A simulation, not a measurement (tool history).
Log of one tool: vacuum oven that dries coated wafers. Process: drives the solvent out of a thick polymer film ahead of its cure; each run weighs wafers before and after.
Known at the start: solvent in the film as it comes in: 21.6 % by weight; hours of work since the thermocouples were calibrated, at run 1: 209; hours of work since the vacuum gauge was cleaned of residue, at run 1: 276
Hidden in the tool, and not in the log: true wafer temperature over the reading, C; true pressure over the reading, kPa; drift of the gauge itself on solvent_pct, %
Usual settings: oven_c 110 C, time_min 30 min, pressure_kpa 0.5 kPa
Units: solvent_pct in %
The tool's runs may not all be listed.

run,hour,oven_c,time_min,pressure_kpa,hours of work since the thermocouples were calibrated,hours of work since the vacuum gauge was cleaned of residue,solvent_pct
1,0,110,30,0.5,209,276,3.17
2,25.9,110,30,0.5,223,290,3.07
3,58.8,110,30,0.5,242,308,3.22
4,89.7,110,30,0.5,259,326,3.14
5,103.5,110,30,0.5,267,333,3.16
6,128,110,30,0.5,280,347,3.25
7,141.7,110,46,0.5,288,354,1.38
8,173,110,30,0.5,305,372,3.24
9,200,110,30,0.5,320,387,3.22
10,221.1,110,30,0.5,332,399,3.24
11,243.9,114,30,0.5,345,411,2.45
12,277.5,114,30,0.5,363,430,2.3
# hour 280.4: vacuum gauge cleaned of residue and calibrated
13,301.9,110,37,0.5,376,12,2.2
14,321.4,107,30,0.732,387,23,4.03
15,350.7,110,23,0.5,403,39,4.72
16,373.7,96,51,0.818,416,52,4.19
17,407.1,110,45,0.5,435,70,1.41
18,426.4,110,23,1.221,446,81,5.13
19,447.3,110,35,1.39,457,93,2.94
20,471.6,114,30,0.5,471,106,2.35
# hour 478.1: vacuum gauge cleaned of residue and calibrated, once more
21,493.6,123,30,0.5,482,9,1.06
22,522.6,123,30,0.5,498,25,1
23,554.7,100,42,0.359,516,43,3.73

4 ways to go on from here, each from the tool as it stands after run 23. What would each give?
A,572.5,119,42,0.359,526,53,?
B,572.5,119,22,0.766,526,53,?
C,572.5,110,37,0.5,526,53,?
D,572.5,108,30,0.751,526,53,?

run,solvent_pct
A,0.5
B,2.98
C,2.34
D,3.89
Without the tool's hidden state the same runs would have given:
run,solvent_pct
A,0.38
B,2.62
C,2.02
D,3.46
